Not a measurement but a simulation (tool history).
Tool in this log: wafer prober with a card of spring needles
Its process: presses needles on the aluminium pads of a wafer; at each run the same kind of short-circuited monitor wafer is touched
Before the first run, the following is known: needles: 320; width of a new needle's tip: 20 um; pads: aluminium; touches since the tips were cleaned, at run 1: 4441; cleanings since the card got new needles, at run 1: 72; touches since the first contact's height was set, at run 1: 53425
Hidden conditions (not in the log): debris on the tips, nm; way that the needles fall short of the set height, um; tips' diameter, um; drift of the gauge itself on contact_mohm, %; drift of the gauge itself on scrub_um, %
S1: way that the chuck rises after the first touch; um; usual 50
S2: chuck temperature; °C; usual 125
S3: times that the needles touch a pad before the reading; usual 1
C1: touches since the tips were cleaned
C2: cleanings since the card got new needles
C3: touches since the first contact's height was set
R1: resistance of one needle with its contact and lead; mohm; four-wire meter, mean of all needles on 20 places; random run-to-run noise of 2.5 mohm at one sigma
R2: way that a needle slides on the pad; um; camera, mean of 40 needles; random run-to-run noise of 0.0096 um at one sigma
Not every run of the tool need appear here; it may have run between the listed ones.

Run 1, hour 0: usual settings; C1 4441; C2 72; C3 53425. Result: R1 388 mohm, R2 10.655 um.
At hour 2.5: tips cleaned on abrasive film.
At hour 16.6: tips cleaned on abrasive film.
Run 2, hour 23.4: usual settings; C1 2292; C2 74; C3 61247. Result: R1 350 mohm, R2 10.63 um.
At hour 30.2: tips cleaned on abrasive film.
At hour 43.1: height of the first contact set anew.
At hour 45.1: tips cleaned on abrasive film.
Run 3, hour 58.2: usual settings; C1 4388; C2 76; C3 5037. Result: R1 383 mohm, R2 10.791 um.
At hour 60.9: tips cleaned on abrasive film.
At hour 77.2: tips cleaned on abrasive film.
At hour 91.5: tips cleaned on abrasive film.
Run 4, hour 91.8: usual settings but S1 66 um; C1 81; C2 79; C3 16244. Result: R1 286 mohm, R2 14.172 um.
At hour 105.3: tips cleaned on abrasive film.
Run 5, hour 114.2: usual settings but S1 66 um; C1 2998; C2 80; C3 23757. Result: R1 325 mohm, R2 14.162 um.
At hour 120.9: tips cleaned on abrasive film.
At hour 135.7: tips cleaned on abrasive film.
Run 6, hour 137.9: usual settings but S1 66 um; C1 717; C2 82; C3 31657. Result: R1 299 mohm, R2 14.137 um.
At hour 149.6: tips cleaned on abrasive film.
At hour 163.6: tips cleaned on abrasive film.
Run 7, hour 170.6: usual settings but S1 66 um; C1 2373; C2 84; C3 42613. Result: R1 325 mohm, R2 14.107 um.
At hour 177.3: tips cleaned on abrasive film.
At hour 191.5: tips cleaned on abrasive film.
At hour 205.3: tips cleaned on abrasive film.
Run 8, hour 212.6: usual settings but S1 31 um, S2 32 °C, S3 3; C1 2454; C2 87; C3 56636. Result: R1 352 mohm, R2 6.512 um.
At hour 220.7: tips cleaned on abrasive film.
At hour 235.9: tips cleaned on abrasive film.
At hour 248.1: height of the first contact set anew.
At hour 250.4: tips cleaned on abrasive film.
Run 9, hour 251.7: usual settings but S1 31 um, S2 31 °C, S3 2; C1 419; C2 90; C3 1174. Result: R1 316 mohm, R2 6.675 um.
At hour 267: tips cleaned on abrasive film.
At hour 282.2: tips cleaned on abrasive film.
Run 10, hour 282.2: usual settings but S1 31 um, S2 31 °C, S3 2; C1 0; C2 92; C3 11366. Result: R1 282 mohm, R2 6.641 um.
At hour 296.1: tips cleaned on abrasive film.
At hour 310.7: tips cleaned on abrasive film.
Run 11, hour 311.7: usual settings but S1 31 um, S2 31 °C, S3 2; C1 322; C2 94; C3 21232. Result: R1 300 mohm, R2 6.614 um.
At hour 326: tips cleaned on abrasive film.
Run 12, hour 335.2: usual settings but S2 69 °C, S3 2; C1 3105; C2 95; C3 29127. Result: R1 319 mohm, R2 10.7 um.
At hour 341.8: tips cleaned on abrasive film.
At hour 355.2: tips cleaned on abrasive film.
Run 13, hour 359.8: usual settings but S2 69 °C, S3 2; C1 1539; C2 97; C3 37320. Result: R1 307 mohm, R2 10.67 um.
At hour 371.1: tips cleaned on abrasive film.
At hour 386: tips cleaned on abrasive film.
At hour 400.9: tips cleaned on abrasive film.
Run 14, hour 400.9: usual settings but S1 31 um, S2 29 °C, S3 2; C1 0; C2 100; C3 51043. Result: R1 272 mohm, R2 6.519 um.

Predict each of these 3 candidate next runs independently; none follows another, all start after run 14:
At hour 414.8: tips cleaned on abrasive film.
Run A, hour 424.4: usual settings but S1 49 um, S2 28 °C; C1 3245; C2 101; C3 58930. Result: R1 ?, R2 ?.
At hour 414.8: tips cleaned on abrasive film.
Run B, hour 424.4: usual settings but S1 40 um, S2 33 °C, S3 3; C1 3245; C2 101; C3 58930. Result: R1 ?, R2 ?.
At hour 414.8: tips cleaned on abrasive film.
Run C, hour 424.4: usual settings but S2 48 °C; C1 3245; C2 101; C3 58930. Result: R1 ?, R2 ?.

run   R1      R2
  A  359  10.389
  B  321   8.435
  C  362  10.602
Stripped of hidden state, with their random variation kept, the same runs would have yielded:
run   R1      R2
  A  251  10.579
  B  261   8.625
  C  260  10.792
